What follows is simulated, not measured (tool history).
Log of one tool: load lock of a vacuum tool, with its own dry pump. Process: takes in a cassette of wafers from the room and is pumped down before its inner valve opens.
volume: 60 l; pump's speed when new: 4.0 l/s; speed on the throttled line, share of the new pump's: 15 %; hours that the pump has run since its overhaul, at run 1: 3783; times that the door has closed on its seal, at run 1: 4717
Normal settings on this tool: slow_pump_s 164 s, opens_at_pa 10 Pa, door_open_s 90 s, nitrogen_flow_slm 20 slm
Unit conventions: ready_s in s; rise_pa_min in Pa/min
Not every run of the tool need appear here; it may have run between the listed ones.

| run | hour | slow_pump_s | opens_at_pa | door_open_s | nitrogen_flow_slm | hours that the pump has run since its overhaul | times that the door has closed on its seal | incoming humidity of the room's air, % | ready_s | rise_pa_min |
|---|---|---|---|---|---|---|---|---|---|---|
| 1 | 0.0 | 164 | 10 | 90 | 20 | 3783 | 4717 | 41.6 | 277.8 | 0.041 |
| 2 | 566.4 | 164 | 10 | 90 | 9 | 4349 | 5424 | 46.2 | 277.5 | 0.055 |
| 3 | 874.0 | 94 | 10 | 90 | 9 | 4657 | 5807 | 40.9 | 218.9 | 0.045 |
| 4 | 1147.1 | 94 | 10 | 90 | 9 | 4930 | 6148 | 47.6 | 217.8 | 0.053 |
| 5 | 1692.4 | 94 | 10 | 90 | 9 | 5475 | 6828 | 44.2 | 219.0 | 0.050 |
| 6 | 2027.2 | 94 | 9 | 90 | 9 | 5810 | 7245 | 47.2 | 220.7 | 0.054 |
| 7 | 2443.1 | 94 | 9 | 90 | 9 | 6226 | 7764 | 43.5 | 222.4 | 0.055 |
| 8 | 2747.9 | 164 | 10 | 90 | 16 | 6531 | 8144 | 43.4 | 279.5 | 0.043 |
| 9 | 3048.7 | 164 | 10 | 90 | 16 | 6832 | 8519 | 45.6 | 279.4 | 0.046 |
| 10 | 3514.9 | 164 | 10 | 90 | 20 | 7298 | 9100 | 44.8 | 278.0 | 0.038 |
| 11 | 3859.9 | 164 | 10 | 90 | 20 | 7643 | 9530 | 46.8 | 277.8 | 0.044 |
| 12 | 4203.2 | 96 | 10 | 90 | 20 | 7986 | 9958 | 43.3 | 220.5 | 0.035 |
| 13 | 4649.8 | 96 | 10 | 90 | 20 | 8433 | 10515 | 45.8 | 220.7 | 0.042 |
| 14 | 5136.9 | 104 | 10 | 90 | 20 | 8920 | 11123 | 45.4 | 228.5 | 0.044 |
| 15 | 5432.5 | 104 | 10 | 90 | 20 | 9215 | 11491 | 42.1 | 225.7 | 0.037 |
| 16 | 5949.7 | 123 | 10 | 90 | 20 | 9733 | 12136 | 42.2 | 242.8 | 0.040 |
| 17 | 6452.5 | 164 | 10 | 90 | 5 | 10235 | 12763 | 45.1 | 277.8 | 0.056 |
| 18 | 7006.0 | 164 | 10 | 90 | 5 | 10789 | 13453 | 45.5 | 277.3 | 0.060 |
| 19 | 7281.3 | 164 | 10 | 72 | 5 | 11064 | 13797 | 45.1 | 277.7 | 0.049 |
| 20 | 7610.8 | 215 | 8 | 72 | 5 | 11394 | 14208 | 47.3 | 327.6 | 0.056 |
| 21 | 7953.3 | 215 | 8 | 72 | 5 | 11736 | 14635 | 44.3 | 325.0 | 0.049 |
| 22 | 8182.1 | 283 | 8 | 72 | 6 | 11965 | 14920 | 43.9 | 383.1 | 0.054 |
| 23 | 8571.1 | 164 | 9 | 36 | 9 | 12354 | 15405 | 46.8 | 280.1 | 0.041 |
| 24 | 8825.3 | 292 | 10 | 66 | 20 | 12608 | 15722 | 44.1 | 386.7 | 0.030 |
| 25 | 9126.3 | 274 | 8 | 66 | 15 | 12909 | 16097 | 46.9 | 374.1 | 0.042 |
| 26 | 9595.2 | 281 | 8 | 85 | 20 | 13378 | 16682 | 44.2 | 381.4 | 0.042 |
| 27 | 10102.6 | 164 | 10 | 29 | 31 | 13886 | 17315 | 47.6 | 277.8 | 0.025 |
| 28 | 10594.1 | 164 | 20 | 90 | 27 | 14377 | 17928 | 44.1 | 268.1 | 0.040 |
| 29 | 10883.7 | 141 | 13 | 25 | 12 | 14667 | 18289 | 44.6 | 253.9 | 0.034 |
|  | 11161.0 | dry pump taken out, an overhauled one fitted |
| 30 | 11360.1 | 143 | 10 | 90 | 4 | 199 | 18875 | 44.9 | 261.0 | 0.061 |
| 31 | 11724.3 | 164 | 8 | 90 | 9 | 563 | 19330 | 42.8 | 282.9 | 0.051 |
| 32 | 12028.7 | 295 | 15 | 90 | 20 | 868 | 19709 | 43.7 | 385.8 | 0.034 |
| 33 | 12499.3 | 325 | 8 | 90 | 20 | 1338 | 20296 | 45.5 | 418.4 | 0.045 |
| 34 | 13057.8 | 325 | 8 | 90 | 20 | 1897 | 20992 | 43.2 | 420.9 | 0.038 |
| 35 | 13526.5 | 195 | 10 | 90 | 33 | 2365 | 21577 | 45.5 | 303.4 | 0.037 |
| 36 | 14069.7 | 195 | 14 | 102 | 33 | 2909 | 22254 | 42.0 | 299.3 | 0.034 |
| 37 | 14520.9 | 195 | 14 | 49 | 33 | 3360 | 22817 | 45.0 | 301.4 | 0.030 |

Predict each of these 3 candidate next runs independently; none follows another, all start after run 37:
| A | 15081.5 | 298 | 10 | 90 | 20 | 3921 | 23516 | 44.6 | ? | ? |
| B | 15081.5 | 195 | 16 | 217 | 33 | 3921 | 23516 | 45.8 | ? | ? |
| C | 15081.5 | 195 | 10 | 52 | 26 | 3921 | 23516 | 43.6 | ? | ? |

| run | ready_s | rise_pa_min |
|---|---|---|
| A | 391.2 | 0.042 |
| B | 298.5 | 0.053 |
| C | 303.9 | 0.035 |
The same runs, with their run-to-run variation unchanged, on a tool lacking any hidden condition would have given:
| run | ready_s | rise_pa_min |
|---|---|---|
| A | 391.2 | 0.042 |
| B | 298.5 | 0.052 |
| C | 303.9 | 0.034 |
